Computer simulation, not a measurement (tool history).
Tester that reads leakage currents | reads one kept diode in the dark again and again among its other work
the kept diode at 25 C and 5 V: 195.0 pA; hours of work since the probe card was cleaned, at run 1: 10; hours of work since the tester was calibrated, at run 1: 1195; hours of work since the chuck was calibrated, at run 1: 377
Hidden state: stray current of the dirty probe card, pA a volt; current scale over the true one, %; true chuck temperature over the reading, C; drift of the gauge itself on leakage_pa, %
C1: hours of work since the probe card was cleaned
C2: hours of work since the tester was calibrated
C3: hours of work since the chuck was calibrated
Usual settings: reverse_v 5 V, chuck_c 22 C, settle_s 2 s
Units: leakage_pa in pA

run 1 day=0 | reverse_v=5 chuck_c=22 settle_s=2 | C1=10 C2=1195 C3=377 | leakage_pa=149.14
run 2 day=2.196 | reverse_v=5 chuck_c=22 settle_s=2 | C1=40 C2=1225 C3=407 | leakage_pa=148.66
run 3 day=4.096 | reverse_v=5 chuck_c=22 settle_s=2 | C1=66 C2=1251 C3=433 | leakage_pa=147.91
run 4 day=5.133 | reverse_v=5 chuck_c=22 settle_s=2 | C1=80 C2=1266 C3=448 | leakage_pa=147.78
run 5 day=7.188 | reverse_v=5 chuck_c=22 settle_s=2 | C1=108 C2=1294 C3=476 | leakage_pa=148.58
run 6 day=8.758 | reverse_v=5 chuck_c=43 settle_s=2 | C1=130 C2=1315 C3=497 | leakage_pa=714.78
run 7 day=9.788 | reverse_v=5 chuck_c=22 settle_s=2 | C1=144 C2=1329 C3=511 | leakage_pa=147.8
run 8 day=11.421 | reverse_v=5 chuck_c=31 settle_s=2 | C1=166 C2=1352 C3=534 | leakage_pa=296.99
run 9 day=12.804 | reverse_v=4.29 chuck_c=22 settle_s=2 | C1=185 C2=1371 C3=553 | leakage_pa=139.12
run 10 day=14.567 | reverse_v=5 chuck_c=21 settle_s=0.9 | C1=209 C2=1395 C3=577 | leakage_pa=135.52
run 11 day=15.504 | reverse_v=5 chuck_c=21 settle_s=0.9 | C1=222 C2=1407 C3=589 | leakage_pa=135.81
run 12 day=16.475 | reverse_v=5 chuck_c=21 settle_s=0.9 | C1=235 C2=1421 C3=603 | leakage_pa=135.17
run 13 day=18.092 | reverse_v=3.78 chuck_c=25 settle_s=1.82 | C1=257 C2=1443 C3=625 | leakage_pa=168.89
run 14 day=19.262 | reverse_v=5 chuck_c=33 settle_s=1 | C1=273 C2=1459 C3=641 | leakage_pa=341.35

Some steps in leakage_pa between neighbouring runs. How much of each would the tool show without its hidden state too (settings, what came in, random variation), and how much is left for the hidden state, with any gauge scatter that isn't in both results?
Run 5 -> 6: chuck_c 22 -> 43. leakage_pa +566.2 pA: hidden state -22.06, all else +588.26.
Run 6 -> 7: chuck_c 43 -> 22. leakage_pa -566.98 pA: hidden state +21.72, all else -588.7.
